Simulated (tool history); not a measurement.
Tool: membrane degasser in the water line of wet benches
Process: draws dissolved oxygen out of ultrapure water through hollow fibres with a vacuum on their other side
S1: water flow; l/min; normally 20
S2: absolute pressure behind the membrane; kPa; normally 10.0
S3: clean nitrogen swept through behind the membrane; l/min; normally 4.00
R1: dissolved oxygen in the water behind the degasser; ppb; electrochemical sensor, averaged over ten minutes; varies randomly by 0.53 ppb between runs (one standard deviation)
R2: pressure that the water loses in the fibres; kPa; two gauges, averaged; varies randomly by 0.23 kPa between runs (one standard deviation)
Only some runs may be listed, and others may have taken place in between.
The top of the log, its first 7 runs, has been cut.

{"run": 8, "hour": 660.6, "S1": 17, "S2": 10.0, "S3": 4.0, "R1": 74.8, "R2": 58.6}
{"run": 9, "hour": 789.6, "S1": 17, "S2": 10.0, "S3": 6.07, "R1": 50.6, "R2": 58.29}
{"run": 10, "hour": 909.5, "S1": 20, "S2": 10.0, "S3": 2.59, "R1": 132.9, "R2": 68.68}
{"run": 11, "hour": 1018.5, "S1": 20, "S2": 10.0, "S3": 2.59, "R1": 134.7, "R2": 68.69}
{"run": 12, "hour": 1085.6, "S1": 20, "S2": 10.0, "S3": 4.0, "R1": 91.4, "R2": 68.8}
{"run": 13, "hour": 1168.7, "S1": 20, "S2": 10.0, "S3": 4.0, "R1": 92.9, "R2": 68.78}
{"run": 14, "hour": 1260.0, "S1": 20, "S2": 10.0, "S3": 4.0, "R1": 91.5, "R2": 68.61}
{"run": 15, "hour": 1328.8, "S1": 20, "S2": 10.0, "S3": 4.0, "R1": 91.8, "R2": 68.89}
{"run": 16, "hour": 1446.4, "S1": 20, "S2": 10.0, "S3": 4.0, "R1": 92.2, "R2": 68.78}
{"run": 17, "hour": 1574.0, "S1": 21, "S2": 10.0, "S3": 4.0, "R1": 98.3, "R2": 71.79}
{"run": 18, "hour": 1682.7, "S1": 19, "S2": 11.8, "S3": 9.91, "R1": 48.0, "R2": 65.58}
{"run": 19, "hour": 1739.3, "S1": 18, "S2": 11.8, "S3": 9.91, "R1": 44.4, "R2": 62.0}
{"run": 20, "hour": 1822.3, "S1": 22, "S2": 6.7, "S3": 2.02, "R1": 103.8, "R2": 75.56}
{"run": 21, "hour": 1904.9, "S1": 24, "S2": 7.5, "S3": 9.91, "R1": 50.5, "R2": 82.75}
{"run": 22, "hour": 1993.1, "S1": 24, "S2": 7.5, "S3": 9.91, "R1": 49.9, "R2": 82.29}
{"run": 23, "hour": 2095.6, "S1": 24, "S2": 7.5, "S3": 9.91, "R1": 50.6, "R2": 82.18}
{"run": 24, "hour": 2210.3, "S1": 24, "S2": 7.5, "S3": 9.91, "R1": 50.2, "R2": 82.47}
{"run": 25, "hour": 2344.1, "S1": 24, "S2": 7.5, "S3": 9.91, "R1": 50.0, "R2": 82.79}
{"run": 26, "hour": 2399.8, "S1": 24, "S2": 7.5, "S3": 9.91, "R1": 50.6, "R2": 82.49}
{"run": 27, "hour": 2510.8, "S1": 21, "S2": 14.4, "S3": 9.91, "R1": 71.4, "R2": 72.19}
{"run": 28, "hour": 2591.8, "S1": 21, "S2": 14.4, "S3": 9.91, "R1": 71.5, "R2": 71.93}
{"run": 29, "hour": 2666.6, "S1": 27, "S2": 11.4, "S3": 10.18, "R1": 94.6, "R2": 92.63}
{"run": 30, "hour": 2769.5, "S1": 27, "S2": 11.4, "S3": 10.18, "R1": 93.8, "R2": 92.84}
{"run": 31, "hour": 2881.2, "S1": 20, "S2": 20.3, "S3": 6.85, "R1": 131.8, "R2": 68.69}
{"run": 32, "hour": 2983.9, "S1": 23, "S2": 18.2, "S3": 4.0, "R1": 225.0, "R2": 78.78}

Branching from run 32: 4 alternative next runs. What would each branch give?
{"run": "A", "hour": 3102.8, "S1": 20, "S2": 16.5, "S3": 7.07, "R1": "?", "R2": "?"}
{"run": "B", "hour": 3102.8, "S1": 16, "S2": 10.0, "S3": 8.7, "R1": "?", "R2": "?"}
{"run": "C", "hour": 3102.8, "S1": 20, "S2": 8.2, "S3": 8.83, "R1": "?", "R2": "?"}
{"run": "D", "hour": 3102.8, "S1": 23, "S2": 6.7, "S3": 4.0, "R1": "?", "R2": "?"}

run=A R1=102.6 R2=68.86
run=B R1=33.7 R2=54.81
run=C R1=38.1 R2=68.65
run=D R1=69.0 R2=78.83
Stripped of hidden state, with their random variation kept, the same runs would have yielded:
run=A R1=102.6 R2=68.84
run=B R1=33.7 R2=54.80
run=C R1=38.1 R2=68.64
run=D R1=68.9 R2=78.81
